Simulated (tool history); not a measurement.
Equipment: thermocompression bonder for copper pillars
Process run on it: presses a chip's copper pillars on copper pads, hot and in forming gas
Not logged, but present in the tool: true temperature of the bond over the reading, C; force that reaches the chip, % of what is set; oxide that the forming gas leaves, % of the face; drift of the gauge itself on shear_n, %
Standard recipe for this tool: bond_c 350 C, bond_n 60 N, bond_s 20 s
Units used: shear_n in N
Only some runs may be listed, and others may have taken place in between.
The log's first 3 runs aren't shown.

run   hour  bond_c  bond_n  bond_s  hours of work since the heater was calibrated  hours of work since the force cell was calibrated  hours of work since the gas filter was changed  shear_n
  4   54.5     350      60      26                                             43                                                590                                             159    101.5
  5     67     350      60      26                                             51                                                599                                             168    101.8
  6   84.6     350      60      26                                             63                                                611                                             180    100.6
  7   95.1     350      60      26                                             71                                                618                                             187      102
     110.7  -- forming gas filter changed
  8  113.4     350      60      26                                             83                                                630                                               2    101.8
  9  134.7     350      60      26                                             97                                                645                                              16    102.4
 10  149.5     350      37      20                                            108                                                655                                              27       76
 11    170     350      60      20                                            122                                                669                                              41     96.7
 12  183.4     350      60      20                                            131                                                678                                              50     97.3
 13  195.8     350      60      46                                            139                                                687                                              58    114.4
 14    217     350      60      10                                            154                                                701                                              73     79.2
 15  233.9     352      60      20                                            165                                                713                                              84     97.9
 16    255     350      60      20                                            180                                                727                                              99     96.3
 17  270.9     350      60      20                                            191                                                738                                             110     98.1
 18  285.9     350      60      20                                            201                                                748                                             120     97.1

Predict the results of run 19:
 19  303.2     350      60      20                                            213                                                760                                             132        ?

shear_n: 97.4 N
If the tool had no hidden condition, the same run with the same run-to-run variation would have returned shear_n 95.3 N.
